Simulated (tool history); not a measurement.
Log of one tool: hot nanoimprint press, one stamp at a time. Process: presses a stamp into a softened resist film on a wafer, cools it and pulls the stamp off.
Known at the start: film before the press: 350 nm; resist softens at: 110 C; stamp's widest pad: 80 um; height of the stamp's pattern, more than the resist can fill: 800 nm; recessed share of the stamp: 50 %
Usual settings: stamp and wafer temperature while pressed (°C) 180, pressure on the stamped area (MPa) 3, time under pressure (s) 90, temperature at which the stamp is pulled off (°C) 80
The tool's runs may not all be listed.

| run | day | stamp and wafer temperature while pressed (°C) | pressure on the stamped area (MPa) | time under pressure (s) | temperature at which the stamp is pulled off (°C) | resist left under the stamp's widest pad (Å) | greatest force while the stamp is pulled off (N) |
|---|---|---|---|---|---|---|---|
| 1 | 0 | 180 | 3 | 90 | 80 | 1584 | 137 |
| 2 | 0.296 | 180 | 3 | 90 | 80 | 1587 | 147 |
| 3 | 0.633 | 180 | 2.67 | 90 | 80 | 1666 | 140 |
| 4 | 1.025 | 180 | 2.67 | 90 | 80 | 1664 | 143 |
| 5 | 1.288 | 180 | 2.67 | 90 | 80 | 1670 | 142 |
| 6 | 1.746 | 180 | 2.67 | 90 | 80 | 1654 | 139 |
| 7 | 2.392 | 180 | 2.67 | 90 | 80 | 1668 | 144 |
| 8 | 2.942 | 180 | 2.1 | 90 | 80 | 1829 | 142 |
| 9 | 3.421 | 180 | 3.06 | 90 | 80 | 1586 | 150 |
| 10 | 3.712 | 180 | 3.06 | 90 | 80 | 1582 | 146 |
|  | 3.883 | plate thermocouple calibrated |
| 11 | 4.317 | 180 | 3 | 155 | 80 | 1270 | 153 |
| 12 | 4.721 | 180 | 2.85 | 61 | 80 | 1883 | 151 |
| 13 | 5.362 | 180 | 3 | 148 | 80 | 1313 | 154 |
| 14 | 5.796 | 183 | 3.3 | 66 | 75 | 1588 | 163 |
| 15 | 6.321 | 183 | 3.3 | 66 | 75 | 1594 | 162 |
| 16 | 6.925 | 183 | 3.3 | 67 | 73 | 1583 | 165 |
| 17 | 7.283 | 183 | 3.3 | 67 | 73 | 1593 | 175 |

3 ways to go on from here, each from the tool as it stands after run 17. What would each give?
|  | 7.838 | plate thermocouple calibrated, once more |
| A | 8 | 179 | 3.3 | 148 | 78 | ? | ? |
|  | 7.838 | plate thermocouple calibrated, once more |
| B | 8 | 183 | 3.3 | 67 | 71 | ? | ? |
|  | 7.838 | plate thermocouple calibrated, once more |
| C | 8 | 183 | 3.3 | 47 | 72 | ? | ? |

| run | resist left under the stamp's widest pad (Å) | greatest force while the stamp is pulled off (N) |
|---|---|---|
| A | 1302 | 163 |
| B | 1582 | 170 |
| C | 1808 | 172 |
Without the tool's hidden state the same runs would have given:
| run | resist left under the stamp's widest pad (Å) | greatest force while the stamp is pulled off (N) |
|---|---|---|
| A | 1282 | 139 |
| B | 1560 | 145 |
| C | 1785 | 147 |
